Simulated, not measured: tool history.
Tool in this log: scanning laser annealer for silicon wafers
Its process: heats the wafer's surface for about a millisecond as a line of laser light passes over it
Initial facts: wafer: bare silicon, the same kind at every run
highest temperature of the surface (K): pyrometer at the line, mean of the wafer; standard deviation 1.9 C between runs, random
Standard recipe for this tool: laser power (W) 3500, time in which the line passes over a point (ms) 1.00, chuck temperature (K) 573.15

run,hour,laser power (W),time in which the line passes over a point (ms),chuck temperature (K),highest temperature of the surface (K)
1,0.0,3500,1.00,573.15,1409.15
2,69.4,3500,1.00,573.15,1409.15
# hour 109.8: window over the wafer cleaned
3,120.1,3764,1.00,573.15,1475.15
4,166.4,3500,1.00,573.15,1412.15
5,220.6,3500,1.00,573.15,1409.15
6,284.0,3500,1.00,573.15,1412.15
7,319.6,3500,1.00,573.15,1410.15
8,385.7,3691,1.00,573.15,1455.15
9,417.6,3500,1.00,573.15,1412.15
10,475.8,3500,1.00,573.15,1411.15
11,532.5,3500,1.00,560.15,1398.15
12,576.0,3500,1.00,573.15,1408.15
13,618.2,3500,0.93,573.15,1378.15
14,662.7,3825,0.72,577.15,1342.15
# hour 720.4: window over the wafer cleaned
15,726.1,3011,0.98,552.15,1270.15
16,767.5,3439,0.73,566.15,1265.15
17,836.3,3120,0.95,573.15,1304.15
18,887.2,2990,1.00,539.15,1258.15
19,946.2,3666,0.82,540.15,1323.15
20,1021.6,3010,1.15,542.15,1321.15
21,1082.4,3010,1.15,542.15,1324.15
22,1131.6,3662,1.16,561.15,1510.15
23,1172.8,3834,1.01,537.15,1459.15

3 ways to go on from here, each from the tool as it stands after run 23. What would each give?
A,1212.2,3200,1.05,537.15,?
B,1212.2,3500,1.04,578.15,?
C,1212.2,3344,1.10,605.15,?

run,highest temperature of the surface (K)
A,1326.15
B,1433.15
C,1448.15
What these runs would have given with no unlogged condition in the tool:
run,highest temperature of the surface (K)
A,1327.15
B,1434.15
C,1449.15
